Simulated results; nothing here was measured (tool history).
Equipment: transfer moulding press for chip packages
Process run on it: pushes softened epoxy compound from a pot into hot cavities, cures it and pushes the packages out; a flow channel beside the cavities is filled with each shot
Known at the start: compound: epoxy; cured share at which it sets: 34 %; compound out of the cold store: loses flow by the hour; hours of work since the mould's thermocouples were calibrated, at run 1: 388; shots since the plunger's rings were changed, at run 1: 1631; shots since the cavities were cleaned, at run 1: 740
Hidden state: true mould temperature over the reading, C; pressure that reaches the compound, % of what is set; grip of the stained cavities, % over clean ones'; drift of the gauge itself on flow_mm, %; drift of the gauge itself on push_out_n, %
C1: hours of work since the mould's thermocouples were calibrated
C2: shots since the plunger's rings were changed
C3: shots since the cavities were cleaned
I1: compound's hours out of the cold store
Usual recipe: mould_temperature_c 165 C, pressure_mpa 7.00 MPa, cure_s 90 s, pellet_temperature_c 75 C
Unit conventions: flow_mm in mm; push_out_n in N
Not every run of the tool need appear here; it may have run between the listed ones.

Run 1, hour 0.0: usual settings; C1 388; C2 1631; C3 740; I1 39.2. Result: flow_mm 514 mm, push_out_n 1124 N.
At hour 18.1: cavities cleaned with cleaning compound and waxed.
Run 2, hour 38.3: usual settings; C1 406; C2 1979; C3 191; I1 9.2. Result: flow_mm 606 mm, push_out_n 935 N.
Run 3, hour 71.6: usual settings; C1 423; C2 2295; C3 507; I1 35.5. Result: flow_mm 518 mm, push_out_n 1052 N.
Run 4, hour 111.5: usual settings; C1 444; C2 2672; C3 884; I1 31.3. Result: flow_mm 532 mm, push_out_n 1170 N.
At hour 116.2: cavities cleaned with cleaning compound and waxed.
Run 5, hour 154.1: usual settings; C1 464; C2 3060; C3 358; I1 11.6. Result: flow_mm 592 mm, push_out_n 1037 N.
At hour 170.8: plunger's sealing rings changed.
Run 6, hour 189.0: usual settings but cure_s 122 s; C1 481; C2 172; C3 665; I1 15.6. Result: flow_mm 594 mm, push_out_n 742 N.
At hour 215.0: cavities cleaned with cleaning compound and waxed.
Run 7, hour 229.9: usual settings; C1 501; C2 545; C3 141; I1 15.8. Result: flow_mm 590 mm, push_out_n 845 N.
Run 8, hour 257.6: usual settings but cure_s 98 s; C1 515; C2 807; C3 403; I1 13.1. Result: flow_mm 604 mm, push_out_n 888 N.
Run 9, hour 283.1: usual settings but pressure_mpa 8.51 MPa, cure_s 98 s; C1 528; C2 1049; C3 645; I1 42.1. Result: flow_mm 561 mm, push_out_n 918 N.
At hour 287.2: mould's thermocouples calibrated.
At hour 313.3: cavities cleaned with cleaning compound and waxed.
Run 10, hour 320.9: usual settings but mould_temperature_c 171 C; C1 16; C2 1373; C3 73; I1 39.3. Result: flow_mm 509 mm, push_out_n 558 N.
Run 11, hour 354.7: usual settings but mould_temperature_c 162 C, pressure_mpa 8.74 MPa, cure_s 97 s, pellet_temperature_c 80 C; C1 34; C2 1693; C3 393; I1 34.4. Result: flow_mm 595 mm, push_out_n 1125 N.
Run 12, hour 376.4: usual settings but mould_temperature_c 162 C, pressure_mpa 8.74 MPa, cure_s 97 s, pellet_temperature_c 80 C; C1 45; C2 1898; C3 598; I1 41.9. Result: flow_mm 571 mm, push_out_n 1229 N.
At hour 388.1: mould's thermocouples calibrated, once more.
Run 13, hour 401.3: usual settings but pressure_mpa 8.12 MPa, pellet_temperature_c 76 C; C1 7; C2 2114; C3 814; I1 9.9. Result: flow_mm 652 mm, push_out_n 1198 N.

Here are 5 independent what-if runs from the current tool condition. What would each one return?
At hour 411.8: cavities cleaned with cleaning compound and waxed.
Run A, hour 435.8: usual settings but mould_temperature_c 163 C, pressure_mpa 5.51 MPa, pellet_temperature_c 76 C; C1 23; C2 2426; C3 226; I1 23.0. Result: flow_mm ?, push_out_n ?.
At hour 411.8: cavities cleaned with cleaning compound and waxed.
Run B, hour 435.8: usual settings but mould_temperature_c 172 C; C1 23; C2 2426; C3 226; I1 15.3. Result: flow_mm ?, push_out_n ?.
At hour 411.8: cavities cleaned with cleaning compound and waxed.
Run C, hour 435.8: usual settings but pressure_mpa 6.98 MPa, cure_s 125 s, pellet_temperature_c 81 C; C1 23; C2 2426; C3 226; I1 43.9. Result: flow_mm ?, push_out_n ?.
At hour 411.8: cavities cleaned with cleaning compound and waxed.
Run D, hour 435.8: usual settings but mould_temperature_c 164 C, pressure_mpa 6.04 MPa; C1 23; C2 2426; C3 226; I1 43.8. Result: flow_mm ?, push_out_n ?.
At hour 411.8: cavities cleaned with cleaning compound and waxed.
Run E, hour 435.8: usual settings but mould_temperature_c 169 C, pressure_mpa 8.12 MPa, pellet_temperature_c 76 C; C1 23; C2 2426; C3 226; I1 23.0. Result: flow_mm ?, push_out_n ?.

run  flow_mm  push_out_n
  A      495         970
  B      565         581
  C      491         548
  D      463         860
  E      583         673
Stripped of hidden state, with their random variation kept, the same runs would have yielded:
run  flow_mm  push_out_n
  A      507         695
  B      579         416
  C      503         391
  D      474         614
  E      598         482
